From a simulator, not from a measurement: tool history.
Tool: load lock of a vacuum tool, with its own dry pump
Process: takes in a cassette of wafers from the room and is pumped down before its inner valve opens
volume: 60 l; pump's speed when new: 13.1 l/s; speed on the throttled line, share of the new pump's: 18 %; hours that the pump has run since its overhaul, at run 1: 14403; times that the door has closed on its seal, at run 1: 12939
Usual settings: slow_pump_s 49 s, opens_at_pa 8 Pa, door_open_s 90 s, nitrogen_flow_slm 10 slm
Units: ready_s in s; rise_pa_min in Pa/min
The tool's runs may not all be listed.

run,hour,slow_pump_s,opens_at_pa,door_open_s,nitrogen_flow_slm,hours that the pump has run since its overhaul,times that the door has closed on its seal,"incoming humidity of the room's air, %",ready_s,rise_pa_min
1,0,49,8,90,10,14403,12939,45.2,92.8,0.089
2,245.5,49,8,112,10,14648,13780,48.3,93.5,0.096
# hour 397.8: dry pump taken out, an overhauled one fitted
3,502.7,49,8,112,10,105,14641,45,84.2,0.103
4,898.4,49,8,90,42,501,15996,44.7,83.6,0.082
5,1229.8,38,8,90,10,832,17131,44.9,75.5,0.105
6,1440.3,38,8,90,10,1042,17852,48.2,75.6,0.115
7,1777.5,49,8,90,10,1380,19007,43,85.2,0.116
8,2191.7,49,8,189,10,1794,20426,47,85.3,0.148
9,2364.4,44,8,90,10,1967,21017,45.2,80.5,0.134
10,2758.6,77,8,90,10,2361,22368,45.1,107.9,0.147
11,3093.2,49,8,90,10,2695,23514,42.5,86.2,0.153
12,3471.1,49,8,90,10,3073,24808,42.6,86.4,0.155
13,3824.6,49,8,90,10,3427,26019,46.9,85,0.175
14,4226.5,49,8,90,10,3829,27396,42.8,86.1,0.171
15,4460.4,49,8,90,10,4063,28197,45.3,86.6,0.18
16,4820.7,49,8,90,10,4423,29431,45.9,85.4,0.194
17,5141,49,8,86,10,4743,30528,41.2,86.4,0.203
18,5517.8,49,8,86,10,5120,31819,46.8,86.3,0.224
19,5747.3,49,8,221,12,5349,32605,43.4,87.3,0.248

Forecast run 20:
20,6103.8,55,8,90,11,5706,33826,41.7,?,?

{"run 20": {"ready_s": 91.3, "rise_pa_min": 0.236}}
Without the tool's hidden state the same run would have given ready_s 88.1 s, rise_pa_min 0.043 Pa/min.
